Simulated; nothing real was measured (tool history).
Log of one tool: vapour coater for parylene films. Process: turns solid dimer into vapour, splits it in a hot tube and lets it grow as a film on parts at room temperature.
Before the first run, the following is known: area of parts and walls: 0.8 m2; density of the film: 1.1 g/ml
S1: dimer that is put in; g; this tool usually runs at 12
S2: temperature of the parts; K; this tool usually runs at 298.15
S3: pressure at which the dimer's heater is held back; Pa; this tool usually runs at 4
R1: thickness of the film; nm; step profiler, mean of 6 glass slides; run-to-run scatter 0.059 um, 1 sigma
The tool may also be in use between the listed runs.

run    hour  S1      S2     S3     R1
  1       0  12  298.15      4   7190
  2    28.8  12  298.15   3.56   7150
  3    61.4  12  291.15   3.56   8920
       91.8  -- table's thermometer calibrated
  4   108.2  12  298.15      4   6900
  5   142.6  12  298.15      4   6960
  6   186.2  12  298.15      4   6990
  7   205.3  12  298.15   6.68   6530
      234.4  -- trap's valve overhauled
  8   237.4  12  298.15   6.68   7460
  9   256.3  12  298.15      4   7640
      288.5  -- table's thermometer calibrated, once more
 10   288.6  11  298.15      4   7450
 11   312.9  11  298.15      4   7400
 12   354.8  15  298.15      4  10030
 13     378  15  298.15      4   9750
 14   404.4  15  298.15      4   9970
 15   425.1  15  298.15      4   9850
 16   461.3  15  298.15      4   9870
 17   492.5  15  298.15      4   9800
 18   534.1  15  298.15      4   9650
 19   553.2  15  298.15   2.42  10120
 20   587.8  12  298.15      4   7740
 21   621.9  12  294.15      4   8800
 22     662  12  298.15      4   7650
 23   688.8  12  298.15   8.41   7240
 24     717  12  298.15      4   7550
 25   758.4   7  298.15   2.98   4520
 26   793.9  12  299.15   2.79   7460
 27   821.6  10  304.15   4.73   5140
 28     862  10  292.15   4.73   7380
 29   882.9  12  297.15   5.73   7420
 30   906.5   9  303.15      4   4720
 31   928.9   9  303.15      4   4670
 32   965.3  15  304.15      4   7470
 33    1002  15  300.15   4.52   8300
 34  1023.3  13  298.15   4.53   7720
 35  1045.3  13  298.15   4.53   7680
 36  1073.1  13  298.15   4.53   7690
 37  1097.1   7  298.15   5.07   4160
 38  1119.2   8  291.15  11.65   5480
 39    1140   8  291.15  11.65   5470
 40  1181.4   8  291.15  11.65   5420
     1202.3  -- trap's valve overhauled
 41  1230.6  12  298.15   11.3   7250
 42  1259.5   9  291.15      4   7390
 43  1304.2  21  298.15      4  13510
 44  1326.5  21  298.15    4.8  13450
 45  1367.5  10  303.15    4.8   5440
 46  1411.4  12  302.15   3.94   6610
 47  1450.9  12  297.15   4.28   7820

Consider 3 possible next runs. They are alternatives, not a sequence: every one starts from the tool as it was left by run 47. What does each give?
  A  1474.3  13  293.15  3.37   ?
  B  1474.3   7  294.15   7.8   ?
  C  1474.3  12  297.15  9.82   ?

run    R1
  A  9680
  B  4850
  C  7350
With no hidden state in the tool, these same runs would have given:
run     R1
  A  10450
  B   5230
  C   7940

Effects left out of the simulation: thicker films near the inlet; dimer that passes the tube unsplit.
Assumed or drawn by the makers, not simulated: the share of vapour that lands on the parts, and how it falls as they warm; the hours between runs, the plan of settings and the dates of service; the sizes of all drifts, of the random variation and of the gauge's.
